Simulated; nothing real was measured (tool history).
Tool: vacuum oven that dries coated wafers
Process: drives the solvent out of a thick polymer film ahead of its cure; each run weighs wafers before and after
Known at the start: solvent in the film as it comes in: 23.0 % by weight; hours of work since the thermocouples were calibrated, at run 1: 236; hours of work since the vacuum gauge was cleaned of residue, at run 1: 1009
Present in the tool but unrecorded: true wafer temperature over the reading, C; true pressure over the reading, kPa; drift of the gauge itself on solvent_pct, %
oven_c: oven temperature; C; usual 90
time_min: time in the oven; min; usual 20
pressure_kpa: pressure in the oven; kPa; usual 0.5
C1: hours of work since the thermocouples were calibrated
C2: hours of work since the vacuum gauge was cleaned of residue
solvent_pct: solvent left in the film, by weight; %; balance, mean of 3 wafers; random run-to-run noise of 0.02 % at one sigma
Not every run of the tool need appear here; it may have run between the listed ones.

Run 1, hour 0: usual settings; C1 236; C2 1009. Result: solvent_pct 1.18 %.
Run 2, hour 79.3: usual settings; C1 289; C2 1063. Result: solvent_pct 1.26 %.
Run 3, hour 150.2: usual settings; C1 337; C2 1111. Result: solvent_pct 1.24 %.
Run 4, hour 230: usual settings; C1 391; C2 1165. Result: solvent_pct 1.28 %.
Run 5, hour 311.9: usual settings; C1 446; C2 1220. Result: solvent_pct 1.29 %.
Run 6, hour 361.1: usual settings; C1 480; C2 1253. Result: solvent_pct 1.33 %.
Run 7, hour 420.3: usual settings; C1 520; C2 1293. Result: solvent_pct 1.36 %.
Run 8, hour 475.9: usual settings; C1 557; C2 1331. Result: solvent_pct 1.37 %.
Run 9, hour 511.6: usual settings; C1 581; C2 1355. Result: solvent_pct 1.33 %.
Run 10, hour 579.2: usual settings but time_min 32 min; C1 627; C2 1401. Result: solvent_pct 0.46 %.
Run 11, hour 623.6: usual settings but time_min 32 min; C1 657; C2 1431. Result: solvent_pct 0.47 %.
Run 12, hour 697.4: usual settings but time_min 32 min; C1 707; C2 1481. Result: solvent_pct 0.51 %.
Run 13, hour 741.1: usual settings but oven_c 101 C, time_min 16 min, pressure_kpa 0.255 kPa; C1 736; C2 1510. Result: solvent_pct 0.31 %.
Run 14, hour 784.8: usual settings but oven_c 85 C, time_min 30 min, pressure_kpa 0.43 kPa; C1 766; C2 1540. Result: solvent_pct 1.33 %.
Run 15, hour 846.4: usual settings but oven_c 99 C, pressure_kpa 1.57 kPa; C1 808; C2 1581. Result: solvent_pct 0.53 %.
Run 16, hour 902: usual settings but oven_c 103 C, time_min 19 min, pressure_kpa 0.587 kPa; C1 845; C2 1619. Result: solvent_pct 0.21 %.
Run 17, hour 976.7: usual settings but oven_c 94 C, time_min 11 min, pressure_kpa 0.998 kPa; C1 896; C2 1669. Result: solvent_pct 2.88 %.
Run 18, hour 1033.4: usual settings but oven_c 76 C, time_min 27 min; C1 934; C2 1708. Result: solvent_pct 5.53 %.
At hour 1091.9: vacuum gauge cleaned of residue and calibrated.
Run 19, hour 1120.6: usual settings but oven_c 76 C, time_min 23 min; C1 992; C2 19. Result: solvent_pct 6.37 %.
Run 20, hour 1165.1: usual settings but oven_c 76 C, time_min 23 min; C1 1022; C2 49. Result: solvent_pct 6.46 %.

Some steps in solvent_pct, run to run, broken into two amounts with sign: the step expected even without the hidden condition (settings, incoming material, random variation), and the rest, left for the hidden condition together with whatever gauge scatter is not in both the measured and the hidden-condition-free result:
Run 16 -> 17: oven_c 103 -> 94, time_min 19 -> 11, pressure_kpa 0.587 -> 0.998. solvent_pct +2.67 %: hidden state +0.36, all else +2.31.
Run 17 -> 18: oven_c 94 -> 76, time_min 11 -> 27, pressure_kpa 0.998 -> 0.5. solvent_pct +2.65 %: hidden state +0.29, all else +2.36.
